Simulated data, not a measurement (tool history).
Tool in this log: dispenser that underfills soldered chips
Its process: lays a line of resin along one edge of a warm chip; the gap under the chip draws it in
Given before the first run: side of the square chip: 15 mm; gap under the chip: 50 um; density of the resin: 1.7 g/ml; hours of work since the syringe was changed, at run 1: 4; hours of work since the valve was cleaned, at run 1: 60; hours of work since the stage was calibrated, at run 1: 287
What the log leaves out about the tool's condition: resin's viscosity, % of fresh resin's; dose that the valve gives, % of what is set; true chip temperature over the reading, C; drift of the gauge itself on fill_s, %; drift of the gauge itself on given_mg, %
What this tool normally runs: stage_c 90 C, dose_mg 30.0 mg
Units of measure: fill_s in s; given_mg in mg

run   hour  stage_c  dose_mg  hours of work since the syringe was changed  hours of work since the valve was cleaned  hours of work since the stage was calibrated  fill_s  given_mg
  1    0.0       90     30.0                                            4                                         60                                           287   250.6     28.96
  2    4.7       80     30.0                                            7                                         64                                           291   385.3     29.03
       5.6  -- new syringe of resin
      11.1  -- dispensing valve cleaned and set on the balance
  3   16.9       75     30.0                                            7                                          4                                           299   456.3     29.84
      18.0  -- new syringe of resin
  4   26.8       75     30.0                                            6                                         11                                           306   431.1     29.74
      28.7  -- new syringe of resin
  5   37.6       75     30.0                                            7                                         19                                           313   440.4     29.59
      39.7  -- new syringe of resin
  6   43.4       75     30.0                                            3                                         23                                           318   370.8     29.67
      50.9  -- new syringe of resin
  7   51.4       75     30.0                                            0                                         29                                           323   345.4     29.52
  8   58.0       75     30.0                                            5                                         33                                           328   421.1     29.49
      62.2  -- new syringe of resin
  9   66.1       75     30.0                                            3                                         39                                           334   377.9     29.50
 10   72.1       77     30.0                                            7                                         43                                           338   418.6     29.36
      73.3  -- new syringe of resin
 11   79.5       82     34.8                                            5                                         49                                           343   328.7     33.90
      84.2  -- new syringe of resin
 12   86.7       87     25.8                                            2                                         54                                           348   254.7     25.16
      95.3  -- new syringe of resin
 13   97.9       88     36.1                                            2                                         62                                           356   243.1     34.87
 14  102.8       98     35.0                                            5                                         65                                           360   212.6     33.84
     106.7  -- new syringe of resin
     107.7  -- dispensing valve cleaned and set on the balance
 15  114.7      100     36.7                                            5                                          5                                           368   196.8     36.51

Consider 4 possible next runs. They are alternatives, not a sequence: every one starts from the tool as it was left by run 15. What does each give?
     118.5  -- new syringe of resin
  A  124.8      100     36.7                                            5                                         12                                           375       ?         ?
     118.5  -- new syringe of resin
  B  124.8       76     34.4                                            5                                         12                                           375       ?         ?
     118.5  -- new syringe of resin
  C  124.8       93     32.4                                            5                                         12                                           375       ?         ?
     118.5  -- new syringe of resin
  D  124.8       84     35.3                                            5                                         12                                           375       ?         ?

run  fill_s  given_mg
  A   191.0     36.64
  B   393.5     34.46
  C   235.3     32.40
  D   309.7     35.22
With no hidden state in the tool, these same runs would have given:
run  fill_s  given_mg
  A   147.1     36.75
  B   299.2     34.56
  C   180.7     32.49
  D   236.6     35.32
